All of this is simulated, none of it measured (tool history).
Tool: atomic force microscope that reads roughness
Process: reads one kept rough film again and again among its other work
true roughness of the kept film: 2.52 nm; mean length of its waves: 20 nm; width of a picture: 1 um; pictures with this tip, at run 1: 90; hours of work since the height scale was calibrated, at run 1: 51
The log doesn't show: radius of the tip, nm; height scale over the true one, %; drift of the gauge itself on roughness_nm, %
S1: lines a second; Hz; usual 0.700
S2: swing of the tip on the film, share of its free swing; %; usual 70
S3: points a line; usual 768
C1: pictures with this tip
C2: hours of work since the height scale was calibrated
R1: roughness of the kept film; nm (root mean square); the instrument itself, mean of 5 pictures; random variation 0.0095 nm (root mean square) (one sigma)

run,hour,S1,S2,S3,C1,C2,R1
1,0.0,0.700,70,768,90,51,1.754
2,11.5,0.700,70,768,101,57,1.710
3,23.3,0.700,70,640,113,64,1.671
4,30.0,0.700,70,640,119,68,1.644
5,35.1,0.700,70,640,125,71,1.614
6,43.2,0.700,70,640,132,75,1.602
7,54.7,0.700,55,768,144,82,1.605
8,65.7,0.700,66,768,155,88,1.551
# hour 78.1: new tip fitted
9,78.1,0.700,70,768,0,95,2.137
10,83.3,0.700,70,768,5,97,2.114
11,89.0,0.909,70,768,10,101,2.064
12,100.4,0.909,70,768,22,107,2.002
13,106.0,0.909,70,768,27,110,1.982
14,112.3,0.700,80,802,33,114,1.927
15,120.0,0.700,71,768,41,118,1.933
16,125.8,3.995,59,305,47,121,1.773
17,136.1,1.530,85,684,57,127,1.677
18,144.9,1.951,61,768,66,132,1.792
19,150.7,1.049,70,432,71,135,1.784

Forecast each of these 5 alternatives for the next run:
A,161.2,1.746,58,710,82,141,?
B,161.2,1.049,70,373,82,141,?
C,161.2,0.700,67,376,82,141,?
D,161.2,0.569,70,432,82,141,?
E,161.2,0.654,70,768,82,141,?

run,R1
A,1.741
B,1.721
C,1.742
D,1.766
E,1.770
Without the tool's hidden state the same runs would have given:
run,R1
A,2.131
B,2.106
C,2.131
D,2.160
E,2.165

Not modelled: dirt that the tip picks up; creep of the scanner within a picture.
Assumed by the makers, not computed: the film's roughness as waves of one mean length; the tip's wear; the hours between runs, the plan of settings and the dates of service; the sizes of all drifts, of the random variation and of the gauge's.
